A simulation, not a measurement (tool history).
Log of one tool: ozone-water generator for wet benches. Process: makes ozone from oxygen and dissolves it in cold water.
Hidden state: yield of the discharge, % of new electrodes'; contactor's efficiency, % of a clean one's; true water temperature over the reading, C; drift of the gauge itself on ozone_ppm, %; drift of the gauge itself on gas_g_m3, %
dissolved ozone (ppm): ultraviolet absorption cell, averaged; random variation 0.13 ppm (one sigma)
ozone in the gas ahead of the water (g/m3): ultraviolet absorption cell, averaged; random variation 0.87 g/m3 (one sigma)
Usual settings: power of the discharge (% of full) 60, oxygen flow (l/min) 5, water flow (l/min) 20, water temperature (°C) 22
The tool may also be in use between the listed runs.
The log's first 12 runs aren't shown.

run,hour,power of the discharge (% of full),oxygen flow (l/min),water flow (l/min),water temperature (°C),hours of work since the electrodes were changed,hours of work since the contactor was cleaned,hours of work since the thermometer was calibrated,dissolved ozone (ppm),ozone in the gas ahead of the water (g/m3)
13,885.6,60,5,20,22,1680,633,847,13.7,141.3
14,955.4,60,5,20,22,1729,682,897,13.7,142.5
15,1032.2,60,5,20,22,1784,737,952,13.9,142.1
16,1124.2,60,5,20,22,1850,803,1018,14.1,141.9
17,1226.3,60,5,20,22,1923,876,1091,13.9,142.5
18,1276.5,64,2.98,20,15,1959,912,1127,14.3,183.6
19,1382.4,54,5,25,22,2034,988,1202,10.6,131.8
20,1467.2,47,5,12,22,2095,1048,1263,17.2,119.8

Run 21 comes next. What will it give?
21,1511,47,5,12,22,2126,1079,1294,?,?

{"run 21": {"dissolved ozone (ppm)": 16.9, "ozone in the gas ahead of the water (g/m3)": 120.6}}
Without the tool's hidden state the same run would have given dissolved ozone (ppm) 16.9, ozone in the gas ahead of the water (g/m3) 120.6.

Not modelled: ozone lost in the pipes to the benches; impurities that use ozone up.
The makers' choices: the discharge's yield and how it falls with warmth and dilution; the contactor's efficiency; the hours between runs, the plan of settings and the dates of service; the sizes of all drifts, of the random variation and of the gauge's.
